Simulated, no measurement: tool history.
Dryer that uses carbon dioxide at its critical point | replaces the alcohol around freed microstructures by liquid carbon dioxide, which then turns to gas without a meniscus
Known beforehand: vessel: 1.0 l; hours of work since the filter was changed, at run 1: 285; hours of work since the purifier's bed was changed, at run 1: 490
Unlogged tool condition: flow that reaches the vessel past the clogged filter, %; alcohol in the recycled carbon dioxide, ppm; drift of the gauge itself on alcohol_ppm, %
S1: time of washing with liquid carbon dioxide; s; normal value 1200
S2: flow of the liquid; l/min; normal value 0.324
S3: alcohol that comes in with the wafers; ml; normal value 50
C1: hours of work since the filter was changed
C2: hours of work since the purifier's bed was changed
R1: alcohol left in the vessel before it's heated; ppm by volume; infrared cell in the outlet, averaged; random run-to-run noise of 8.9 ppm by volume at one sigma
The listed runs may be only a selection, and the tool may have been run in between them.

run	hour	S1	S2	S3	C1	C2	R1
1	0.0	1200	0.324	50	285	490	702
2	27.3	1200	0.324	50	294	499	733
3	65.7	1200	0.324	50	307	511	738
4	86.2	1200	0.324	50	313	518	732
5	117.3	1200	0.324	50	323	528	746
6	143.7	1200	0.324	50	332	536	762
7	172.0	1200	0.324	50	341	545	769
8	188.2	1200	0.324	50	346	550	761
9	217.4	1200	0.324	50	355	560	755
10	239.3	1800	0.324	84	362	567	285
11	261.6	1800	0.324	84	369	574	284
12	288.6	840	0.430	45	378	583	901
13	324.8	840	0.430	45	389	594	911
14	360.9	1740	0.324	50	401	606	263
15	398.0	780	0.388	50	413	618	1824

What if the next run were any one of these 3? Each begins from the tool's condition after run 15:
# hour 400.9: inlet filter changed
A	433.9	1200	0.247	30	11	629	?
# hour 400.9: inlet filter changed
B	433.9	780	0.241	20	11	629	?
# hour 400.9: inlet filter changed
C	433.9	1680	0.201	50	11	629	?

run	R1
A	1123
B	2325
C	1149
Stripped of hidden state, with their random variation kept, the same runs would have yielded:
run	R1
A	929
B	2131
C	956

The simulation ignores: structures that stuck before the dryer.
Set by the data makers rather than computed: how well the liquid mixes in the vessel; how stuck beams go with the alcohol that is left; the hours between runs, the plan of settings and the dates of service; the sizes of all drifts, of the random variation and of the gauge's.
